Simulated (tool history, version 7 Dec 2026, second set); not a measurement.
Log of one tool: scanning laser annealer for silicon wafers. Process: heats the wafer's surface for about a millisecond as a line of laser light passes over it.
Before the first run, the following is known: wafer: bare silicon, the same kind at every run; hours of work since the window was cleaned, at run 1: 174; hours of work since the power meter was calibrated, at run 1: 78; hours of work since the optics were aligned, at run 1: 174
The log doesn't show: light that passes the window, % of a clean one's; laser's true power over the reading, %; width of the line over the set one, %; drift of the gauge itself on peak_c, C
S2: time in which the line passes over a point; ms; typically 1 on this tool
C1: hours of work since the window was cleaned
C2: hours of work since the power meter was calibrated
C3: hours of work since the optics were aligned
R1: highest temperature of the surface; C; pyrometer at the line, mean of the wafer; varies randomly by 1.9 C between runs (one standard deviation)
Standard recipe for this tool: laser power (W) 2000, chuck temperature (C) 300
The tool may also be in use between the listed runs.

run 1 hour=0 | laser_power_(W)=2000 S2=1 chuck_temperature_(C)=300 | C1=174 C2=78 C3=174 | R1=1099
run 2 hour=63.6 | laser_power_(W)=2000 S2=1 chuck_temperature_(C)=300 | C1=223 C2=127 C3=223 | R1=1097
run 3 hour=156.7 | laser_power_(W)=1843 S2=1 chuck_temperature_(C)=300 | C1=295 C2=199 C3=295 | R1=1010
run 4 hour=210.2 | laser_power_(W)=1843 S2=1 chuck_temperature_(C)=300 | C1=336 C2=240 C3=336 | R1=1003
run 5 hour=287.6 | laser_power_(W)=1825 S2=1 chuck_temperature_(C)=300 | C1=396 C2=300 C3=396 | R1=992
run 6 hour=361.7 | laser_power_(W)=1825 S2=0.75 chuck_temperature_(C)=300 | C1=453 C2=357 C3=453 | R1=897
run 7 hour=429.5 | laser_power_(W)=1825 S2=0.75 chuck_temperature_(C)=300 | C1=505 C2=409 C3=505 | R1=892
run 8 hour=484.3 | laser_power_(W)=1825 S2=0.75 chuck_temperature_(C)=323 | C1=547 C2=451 C3=547 | R1=916

Run 9 has not been measured yet. What should we expect?
run 9 hour=571.1 | laser_power_(W)=1778 S2=1.09 chuck_temperature_(C)=323 | C1=614 C2=518 C3=614 | R1=?

R1: 1003 C
Minus the tool's unlogged condition, the same run would have read R1 1057 C.

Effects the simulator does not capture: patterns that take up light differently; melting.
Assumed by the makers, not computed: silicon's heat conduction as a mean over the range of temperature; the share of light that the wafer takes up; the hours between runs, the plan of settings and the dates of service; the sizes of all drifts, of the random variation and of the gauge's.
